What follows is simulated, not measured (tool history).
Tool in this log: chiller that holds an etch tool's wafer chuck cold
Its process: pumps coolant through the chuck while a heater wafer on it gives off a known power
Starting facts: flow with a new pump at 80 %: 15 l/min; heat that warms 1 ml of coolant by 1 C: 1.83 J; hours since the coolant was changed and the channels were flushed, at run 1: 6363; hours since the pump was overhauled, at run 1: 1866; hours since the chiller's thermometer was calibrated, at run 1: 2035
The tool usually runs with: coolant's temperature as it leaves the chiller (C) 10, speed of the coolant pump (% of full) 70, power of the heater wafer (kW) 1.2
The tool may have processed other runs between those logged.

| run | hour | coolant's temperature as it leaves the chiller (C) | speed of the coolant pump (% of full) | power of the heater wafer (kW) | hours since the coolant was changed and the channels were flushed | hours since the pump was overhauled | hours since the chiller's thermometer was calibrated | chuck's temperature once it has settled (C) | how much warmer the coolant comes back (C) |
|---|---|---|---|---|---|---|---|---|---|
| 1 | 0 | 10 | 70 | 1.2 | 6363 | 1866 | 2035 | 21.05 | 3.04 |
| 2 | 55.6 | 10 | 70 | 1.2 | 6419 | 1922 | 2091 | 21.07 | 3.02 |
| 3 | 94.4 | 10 | 70 | 0.726 | 6457 | 1960 | 2129 | 16.58 | 1.85 |
| 4 | 128.9 | 10 | 70 | 1.2 | 6492 | 1995 | 2164 | 21 | 3.02 |
| 5 | 162.9 | 10 | 70 | 1.2 | 6526 | 2029 | 2198 | 20.89 | 3.01 |
| 6 | 191.1 | 10 | 70 | 1.2 | 6554 | 2057 | 2226 | 20.96 | 3.02 |
| 7 | 231.5 | 10 | 70 | 1.2 | 6595 | 2098 | 2266 | 21.06 | 2.99 |
| 8 | 256.4 | 10 | 70 | 1.2 | 6619 | 2122 | 2291 | 21.06 | 3.02 |
| 9 | 283.6 | 15 | 70 | 1.2 | 6647 | 2150 | 2319 | 25.97 | 3.04 |
| 10 | 315.9 | 15 | 70 | 1.2 | 6679 | 2182 | 2351 | 25.98 | 3.04 |
| 11 | 344.8 | 15 | 70 | 1.2 | 6708 | 2211 | 2380 | 25.85 | 3.02 |
| 12 | 395.4 | 10 | 70 | 1.2 | 6758 | 2261 | 2430 | 20.96 | 3.01 |
| 13 | 424.1 | 0 | 70 | 1.2 | 6787 | 2290 | 2459 | 10.96 | 3.04 |
| 14 | 456.8 | 0 | 70 | 1.2 | 6820 | 2323 | 2492 | 11.04 | 3.03 |
| 15 | 507.4 | 10 | 70 | 1.2 | 6870 | 2373 | 2542 | 20.96 | 3.01 |
| 16 | 533.6 | 10 | 70 | 1.2 | 6897 | 2400 | 2569 | 20.9 | 3.03 |

For run 17, what comes out?
| 17 | 581.3 | 16 | 75 | 1.56 | 6944 | 2447 | 2616 | ? | ? |

{"run 17": {"chuck's temperature once it has settled (C)": 29.68, "how much warmer the coolant comes back (C)": 3.64}}
Minus the tool's unlogged condition, the same run would have read chuck's temperature once it has settled (C) 29.66, how much warmer the coolant comes back (C) 3.63.

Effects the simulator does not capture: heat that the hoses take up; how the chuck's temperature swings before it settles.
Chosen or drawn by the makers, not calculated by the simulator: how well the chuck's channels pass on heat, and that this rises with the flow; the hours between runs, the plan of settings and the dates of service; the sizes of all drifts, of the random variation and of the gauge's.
